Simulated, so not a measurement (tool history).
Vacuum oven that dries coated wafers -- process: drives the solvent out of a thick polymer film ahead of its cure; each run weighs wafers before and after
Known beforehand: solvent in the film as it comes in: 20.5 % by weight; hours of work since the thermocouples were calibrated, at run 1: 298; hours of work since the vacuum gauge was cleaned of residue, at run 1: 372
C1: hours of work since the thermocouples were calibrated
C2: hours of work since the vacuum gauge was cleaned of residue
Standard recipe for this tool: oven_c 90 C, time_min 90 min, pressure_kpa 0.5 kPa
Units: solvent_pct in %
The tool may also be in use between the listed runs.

Run 1, hour 0: usual settings; C1 298; C2 372. Result: solvent_pct 1.46 %.
Run 2, hour 10.6: usual settings; C1 304; C2 377. Result: solvent_pct 1.54 %.
Run 3, hour 26.2: usual settings; C1 312; C2 386. Result: solvent_pct 1.42 %.
Run 4, hour 35.3: usual settings but time_min 80 min; C1 317; C2 391. Result: solvent_pct 1.82 %.
Run 5, hour 52: usual settings; C1 327; C2 400. Result: solvent_pct 1.4 %.
Run 6, hour 63.1: usual settings but oven_c 103 C; C1 333; C2 406. Result: solvent_pct 0.56 %.
Run 7, hour 77.2: usual settings but oven_c 103 C; C1 341; C2 414. Result: solvent_pct 0.62 %.
Run 8, hour 85.5: usual settings but oven_c 103 C; C1 345; C2 419. Result: solvent_pct 0.58 %.
Run 9, hour 95.4: usual settings but oven_c 103 C; C1 351; C2 424. Result: solvent_pct 0.62 %.
Run 10, hour 109.5: usual settings but oven_c 103 C; C1 358; C2 432. Result: solvent_pct 0.63 %.
Run 11, hour 119.3: usual settings but oven_c 103 C; C1 364; C2 437. Result: solvent_pct 0.62 %.
Run 12, hour 128.1: usual settings but oven_c 103 C; C1 369; C2 442. Result: solvent_pct 0.61 %.
Run 13, hour 141.3: usual settings but oven_c 103 C; C1 376; C2 450. Result: solvent_pct 0.53 %.
Run 14, hour 158.5: usual settings but pressure_kpa 1.359 kPa; C1 386; C2 459. Result: solvent_pct 2.76 %.
Run 15, hour 172.4: usual settings but time_min 157 min, pressure_kpa 1.359 kPa; C1 393; C2 467. Result: solvent_pct 2.37 %.
Run 16, hour 180.8: usual settings but time_min 157 min, pressure_kpa 1.359 kPa; C1 398; C2 472. Result: solvent_pct 2.24 %.
Run 17, hour 190.1: usual settings but oven_c 92 C, time_min 59 min, pressure_kpa 0.341 kPa; C1 403; C2 477. Result: solvent_pct 1.91 %.
Run 18, hour 198.3: usual settings but oven_c 99 C, time_min 59 min, pressure_kpa 0.268 kPa; C1 408; C2 481. Result: solvent_pct 0.8 %.
Run 19, hour 211.2: usual settings but oven_c 99 C, time_min 112 min, pressure_kpa 0.499 kPa; C1 415; C2 488. Result: solvent_pct 0.66 %.
Run 20, hour 224.7: usual settings but oven_c 86 C, time_min 88 min, pressure_kpa 0.264 kPa; C1 422; C2 496. Result: solvent_pct 1.94 %.
Run 21, hour 239.1: usual settings but oven_c 95 C, time_min 81 min, pressure_kpa 0.389 kPa; C1 430; C2 504. Result: solvent_pct 0.96 %.
Run 22, hour 253.2: usual settings but oven_c 95 C, time_min 81 min, pressure_kpa 0.389 kPa; C1 438; C2 512. Result: solvent_pct 0.92 %.
Run 23, hour 269.8: usual settings but oven_c 77 C, pressure_kpa 0.633 kPa; C1 447; C2 521. Result: solvent_pct 5.74 %.
Run 24, hour 280.8: usual settings but pressure_kpa 0.253 kPa; C1 453; C2 527. Result: solvent_pct 1.19 %.
Run 25, hour 292.5: usual settings but pressure_kpa 0.253 kPa; C1 460; C2 533. Result: solvent_pct 1.14 %.

Here are 4 independent what-if runs from the current tool condition. What would each one return?
Run A, hour 307.7: usual settings but oven_c 76 C, time_min 73 min, pressure_kpa 0.662 kPa; C1 468; C2 542. Result: solvent_pct ?.
Run B, hour 307.7: usual settings but pressure_kpa 0.606 kPa; C1 468; C2 542. Result: solvent_pct ?.
Run C, hour 307.7: usual settings but oven_c 88 C, time_min 89 min, pressure_kpa 0.718 kPa; C1 468; C2 542. Result: solvent_pct ?.
Run D, hour 307.7: usual settings but oven_c 83 C, time_min 98 min, pressure_kpa 0.358 kPa; C1 468; C2 542. Result: solvent_pct ?.

run  solvent_pct
  A         7.41
  B         1.77
  C         2.37
  D         2.68
Stripped of hidden state, with their random variation kept, the same runs would have yielded:
run  solvent_pct
  A         6.84
  B         1.49
  C         2.04
  D         2.26
